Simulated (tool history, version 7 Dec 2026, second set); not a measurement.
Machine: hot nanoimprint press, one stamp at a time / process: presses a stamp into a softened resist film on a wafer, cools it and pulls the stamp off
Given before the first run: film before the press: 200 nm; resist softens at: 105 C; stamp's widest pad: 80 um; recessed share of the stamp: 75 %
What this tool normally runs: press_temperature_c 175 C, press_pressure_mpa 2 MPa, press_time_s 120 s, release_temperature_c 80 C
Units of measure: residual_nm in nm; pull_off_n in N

run	hour	press_temperature_c	press_pressure_mpa	press_time_s	release_temperature_c	residual_nm	pull_off_n
1	0	175	2	120	80	79.7	216
2	33.3	175	2	120	80	80.2	226
3	85.7	175	2	120	80	79.8	210
4	157.9	175	2	120	80	80.1	214
5	196.3	175	2	120	80	79.9	214
6	226.7	175	2	120	80	79.7	217
# hour 285.1: plate thermocouple calibrated
7	285.1	175	2.72	120	80	66.5	221
8	353.3	175	2.72	120	80	66.4	219
9	389.8	175	2	120	80	80	215
# hour 430.7: stamp cleaned and given a new release coat
10	435.4	175	2	120	80	80	207
11	465.9	175	2	120	79	79.9	224
12	496.1	175	3.13	120	80	61	209
13	541.2	175	3.13	91	80	67.5	216
14	613.2	175	1.45	91	80	104.3	215
15	670.7	175	1.45	91	77	104.6	224
# hour 708.9: plate thermocouple calibrated
16	737.8	175	1.45	91	77	104.3	236
17	806.1	174	1.42	120	74	101.4	244
18	841.7	179	2.4	74	85	70.6	207
19	876.1	174	1.36	74	85	119.1	201
# hour 926.9: stamp cleaned and given a new release coat
20	926.9	168	2.54	120	80	97.9	216
21	996.7	168	2.54	120	80	97.9	206
22	1044.3	179	2	120	72	66.3	247
23	1090	179	1.82	82	72	80.1	237
# hour 1131.3: plate thermocouple calibrated
24	1131.3	167	2	141	80	111	224
25	1164.7	175	2.17	141	80	72.3	216
26	1214.8	175	2.17	141	80	72	214
27	1267.6	175	2	120	78	79.7	218
# hour 1323.6: press's hydraulic seals changed and the load cell set to zero
28	1324.2	166	1.65	137	80	127.9	219
29	1356.5	166	1.65	137	80	127.9	221

5 options for the next run, each taken on its own from the tool as it stands now. Forecast them:
A	1388.1	175	3.15	120	80	?	?
B	1388.1	163	2	145	80	?	?
C	1388.1	163	2.61	137	87	?	?
D	1388.1	184	2	120	71	?	?
E	1388.1	175	2	106	80	?	?

run	residual_nm	pull_off_n
A	60.9	221
B	131	226
C	118	192
D	52.8	245
E	83.4	218
Had the tool no hidden state, the same runs would have come out as:
run	residual_nm	pull_off_n
A	61	218
B	131.1	223
C	118.1	190
D	52.9	242
E	83.4	216
